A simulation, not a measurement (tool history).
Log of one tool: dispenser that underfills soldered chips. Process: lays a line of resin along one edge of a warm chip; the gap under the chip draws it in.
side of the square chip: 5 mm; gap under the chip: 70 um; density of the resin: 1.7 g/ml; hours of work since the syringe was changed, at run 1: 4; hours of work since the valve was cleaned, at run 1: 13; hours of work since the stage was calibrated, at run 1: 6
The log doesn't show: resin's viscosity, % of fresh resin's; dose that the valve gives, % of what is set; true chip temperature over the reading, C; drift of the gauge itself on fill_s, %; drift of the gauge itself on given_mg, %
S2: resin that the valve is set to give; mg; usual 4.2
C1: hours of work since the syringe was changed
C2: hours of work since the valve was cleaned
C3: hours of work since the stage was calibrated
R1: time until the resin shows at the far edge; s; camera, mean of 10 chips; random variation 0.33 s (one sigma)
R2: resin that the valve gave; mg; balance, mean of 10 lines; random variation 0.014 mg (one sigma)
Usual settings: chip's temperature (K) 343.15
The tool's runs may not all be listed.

{"run": 1, "hour": 0.0, "chip's temperature (K)": 343.15, "S2": 4.2, "C1": 4, "C2": 13, "C3": 6, "R1": 16, "R2": 4.15}
{"hour": 2.6, "done": "new syringe of resin"}
{"run": 2, "hour": 3.0, "chip's temperature (K)": 333.15, "S2": 4.2, "C1": 0, "C2": 15, "C3": 8, "R1": 22.1, "R2": 4.14}
{"run": 3, "hour": 5.4, "chip's temperature (K)": 339.15, "S2": 4.2, "C1": 2, "C2": 17, "C3": 10, "R1": 18.6, "R2": 4.15}
{"run": 4, "hour": 9.5, "chip's temperature (K)": 343.15, "S2": 4.85, "C1": 5, "C2": 20, "C3": 13, "R1": 17, "R2": 4.79}
{"hour": 10.5, "done": "new syringe of resin"}
{"run": 5, "hour": 11.7, "chip's temperature (K)": 343.15, "S2": 4.85, "C1": 1, "C2": 21, "C3": 15, "R1": 13.8, "R2": 4.8}
{"run": 6, "hour": 15.7, "chip's temperature (K)": 343.15, "S2": 4.38, "C1": 4, "C2": 24, "C3": 18, "R1": 15.8, "R2": 4.31}
{"hour": 18.0, "done": "new syringe of resin"}
{"run": 7, "hour": 18.6, "chip's temperature (K)": 343.15, "S2": 3.75, "C1": 0, "C2": 26, "C3": 20, "R1": 15, "R2": 3.7}
{"run": 8, "hour": 23.1, "chip's temperature (K)": 343.15, "S2": 3.75, "C1": 4, "C2": 29, "C3": 23, "R1": 16.4, "R2": 3.68}
{"hour": 25.7, "done": "new syringe of resin"}
{"run": 9, "hour": 26.6, "chip's temperature (K)": 343.15, "S2": 3.75, "C1": 1, "C2": 32, "C3": 25, "R1": 14.6, "R2": 3.65}
{"run": 10, "hour": 28.7, "chip's temperature (K)": 343.15, "S2": 3.89, "C1": 2, "C2": 33, "C3": 27, "R1": 15.3, "R2": 3.81}
{"run": 11, "hour": 31.0, "chip's temperature (K)": 343.15, "S2": 4.2, "C1": 4, "C2": 35, "C3": 29, "R1": 15.2, "R2": 4.13}
{"hour": 33.4, "done": "new syringe of resin"}
{"run": 12, "hour": 35.5, "chip's temperature (K)": 349.15, "S2": 4.2, "C1": 2, "C2": 38, "C3": 32, "R1": 11.4, "R2": 4.08}
{"run": 13, "hour": 39.4, "chip's temperature (K)": 349.15, "S2": 4.2, "C1": 4, "C2": 41, "C3": 35, "R1": 13, "R2": 4.09}
{"hour": 41.0, "done": "new syringe of resin"}
{"run": 14, "hour": 42.0, "chip's temperature (K)": 349.15, "S2": 4.2, "C1": 1, "C2": 43, "C3": 36, "R1": 11.1, "R2": 4.09}
{"run": 15, "hour": 46.2, "chip's temperature (K)": 349.15, "S2": 4.2, "C1": 4, "C2": 46, "C3": 40, "R1": 12.7, "R2": 4.09}
{"hour": 48.6, "done": "new syringe of resin"}
{"run": 16, "hour": 50.2, "chip's temperature (K)": 343.15, "S2": 4.2, "C1": 1, "C2": 49, "C3": 42, "R1": 14, "R2": 4.07}
{"run": 17, "hour": 54.2, "chip's temperature (K)": 343.15, "S2": 4.2, "C1": 4, "C2": 52, "C3": 45, "R1": 16, "R2": 4.08}
{"hour": 56.4, "done": "new syringe of resin"}
{"run": 18, "hour": 58.9, "chip's temperature (K)": 343.15, "S2": 4.2, "C1": 2, "C2": 55, "C3": 49, "R1": 14.5, "R2": 4.06}
{"run": 19, "hour": 61.3, "chip's temperature (K)": 343.15, "S2": 4.2, "C1": 4, "C2": 57, "C3": 50, "R1": 16.2, "R2": 4.06}
{"run": 20, "hour": 63.6, "chip's temperature (K)": 343.15, "S2": 4.2, "C1": 5, "C2": 59, "C3": 52, "R1": 16.9, "R2": 4.02}
{"hour": 64.2, "done": "new syringe of resin"}
{"run": 21, "hour": 68.1, "chip's temperature (K)": 346.15, "S2": 3.92, "C1": 3, "C2": 62, "C3": 55, "R1": 14, "R2": 3.76}
{"hour": 72.1, "done": "new syringe of resin"}
{"run": 22, "hour": 72.3, "chip's temperature (K)": 357.15, "S2": 3.61, "C1": 0, "C2": 65, "C3": 58, "R1": 8.2, "R2": 3.47}
{"hour": 74.3, "done": "dispensing valve cleaned and set on the balance"}
{"run": 23, "hour": 77.4, "chip's temperature (K)": 343.15, "S2": 4.17, "C1": 3, "C2": 2, "C3": 61, "R1": 15.5, "R2": 4.17}
{"hour": 80.8, "done": "new syringe of resin"}
{"run": 24, "hour": 82.2, "chip's temperature (K)": 342.15, "S2": 3.88, "C1": 1, "C2": 6, "C3": 65, "R1": 16.3, "R2": 3.91}
{"run": 25, "hour": 85.3, "chip's temperature (K)": 348.15, "S2": 5.4, "C1": 3, "C2": 8, "C3": 67, "R1": 11.8, "R2": 5.4}
{"run": 26, "hour": 87.4, "chip's temperature (K)": 337.15, "S2": 4.13, "C1": 5, "C2": 10, "C3": 69, "R1": 22.1, "R2": 4.11}
{"hour": 88.4, "done": "new syringe of resin"}
{"run": 27, "hour": 90.4, "chip's temperature (K)": 346.15, "S2": 4.65, "C1": 1, "C2": 12, "C3": 71, "R1": 11.9, "R2": 4.65}
{"run": 28, "hour": 93.4, "chip's temperature (K)": 346.15, "S2": 4.65, "C1": 4, "C2": 14, "C3": 73, "R1": 13.5, "R2": 4.64}
{"hour": 96.3, "done": "new syringe of resin"}
{"run": 29, "hour": 98.0, "chip's temperature (K)": 350.15, "S2": 4.55, "C1": 1, "C2": 17, "C3": 76, "R1": 10.7, "R2": 4.53}
{"run": 30, "hour": 102.2, "chip's temperature (K)": 350.15, "S2": 4.55, "C1": 4, "C2": 20, "C3": 79, "R1": 12.3, "R2": 4.51}
{"hour": 103.9, "done": "new syringe of resin"}
{"run": 31, "hour": 107.0, "chip's temperature (K)": 333.15, "S2": 4.74, "C1": 2, "C2": 24, "C3": 83, "R1": 23.2, "R2": 4.68}
{"hour": 111.4, "done": "new syringe of resin"}
{"run": 32, "hour": 111.8, "chip's temperature (K)": 343.15, "S2": 3.7, "C1": 0, "C2": 27, "C3": 86, "R1": 14.3, "R2": 3.65}
{"run": 33, "hour": 116.0, "chip's temperature (K)": 343.15, "S2": 3.7, "C1": 3, "C2": 30, "C3": 89, "R1": 16.8, "R2": 3.65}
{"hour": 119.1, "done": "new syringe of resin"}
{"run": 34, "hour": 119.7, "chip's temperature (K)": 356.15, "S2": 3.68, "C1": 0, "C2": 33, "C3": 92, "R1": 8.4, "R2": 3.61}
{"run": 35, "hour": 122.9, "chip's temperature (K)": 342.15, "S2": 3.68, "C1": 3, "C2": 35, "C3": 94, "R1": 16.5, "R2": 3.63}

3 ways to go on from here, each from the tool as it stands after run 35. What would each give?
{"hour": 126.7, "done": "new syringe of resin"}
{"run": "A", "hour": 127.6, "chip's temperature (K)": 338.15, "S2": 3.84, "C1": 1, "C2": 38, "C3": 97, "R1": "?", "R2": "?"}
{"hour": 126.7, "done": "new syringe of resin"}
{"run": "B", "hour": 127.6, "chip's temperature (K)": 339.15, "S2": 4.2, "C1": 1, "C2": 38, "C3": 97, "R1": "?", "R2": "?"}
{"hour": 126.7, "done": "new syringe of resin"}
{"run": "C", "hour": 127.6, "chip's temperature (K)": 352.15, "S2": 5.18, "C1": 1, "C2": 38, "C3": 97, "R1": "?", "R2": "?"}

run=A R1=18.2 R2=3.77
run=B R1=17.2 R2=4.13
run=C R1=9.9 R2=5.08
Without the tool's hidden state the same runs would have given:
run=A R1=17.4 R2=3.84
run=B R1=16.5 R2=4.22
run=C R1=9.5 R2=5.19
